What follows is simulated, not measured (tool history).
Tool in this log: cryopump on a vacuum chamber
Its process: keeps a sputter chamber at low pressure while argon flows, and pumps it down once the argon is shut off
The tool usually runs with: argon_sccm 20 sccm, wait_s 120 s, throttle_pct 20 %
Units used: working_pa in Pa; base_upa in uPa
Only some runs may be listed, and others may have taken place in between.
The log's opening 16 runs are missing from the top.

run	hour	argon_sccm	wait_s	throttle_pct	hours of work since the pump was warmed up and emptied	hours of work since the cold head was overhauled	hours of work since the chamber's fittings were tightened	working_pa	base_upa
17	494.7	20	44	20	234	1221	722	0.1749	2.35
18	531	19	44	22	254	1241	742	0.151	2.36
19	568.4	20	40	17	275	1262	763	0.2063	2.59
20	608.9	13	104	50	297	1284	785	0.0477	1.32
21	648.7	13	104	50	319	1306	807	0.0477	1.4
22	676.8	14	129	20	334	1322	822	0.123	1.24
23	701.8	20	48	56	348	1335	836	0.066	2.33
24	728.2	9	279	20	363	1350	851	0.0804	0.91
25	769.9	9	279	25	385	1373	874	0.0649	0.9
26	808.1	31	279	25	406	1394	895	0.224	0.94
27	834.7	8	177	20	421	1408	909	0.0708	1.1
28	853.9	9	247	20	432	1419	920	0.0808	0.99
29	892.7	9	54	20	453	1440	941	0.0809	2.09
30	911.4	37	25	40	463	1451	951	0.1716	3.92
31	947.4	24	20	20	483	1470	971	0.213	4.72
32	969.4	20	22	20	495	1482	983	0.1788	4.3
33	989.5	20	22	20	506	1493	994	0.178	4.25
34	1014.2	20	162	28	520	1507	1008	0.1306	1.23

Predict each of these 3 candidate next runs independently; none follows another, all start after run 34:
A	1049.7	14	120	20	539	1527	1027	?	?
B	1049.7	39	162	28	539	1527	1027	?	?
C	1049.7	16	47	28	539	1527	1027	?	?

run	working_pa	base_upa
A	0.1255	1.38
B	0.2542	1.23
C	0.104	2.4
Stripped of hidden state, with their random variation kept, the same runs would have yielded:
run	working_pa	base_upa
A	0.1195	0.96
B	0.2376	0.81
C	0.0972	1.98
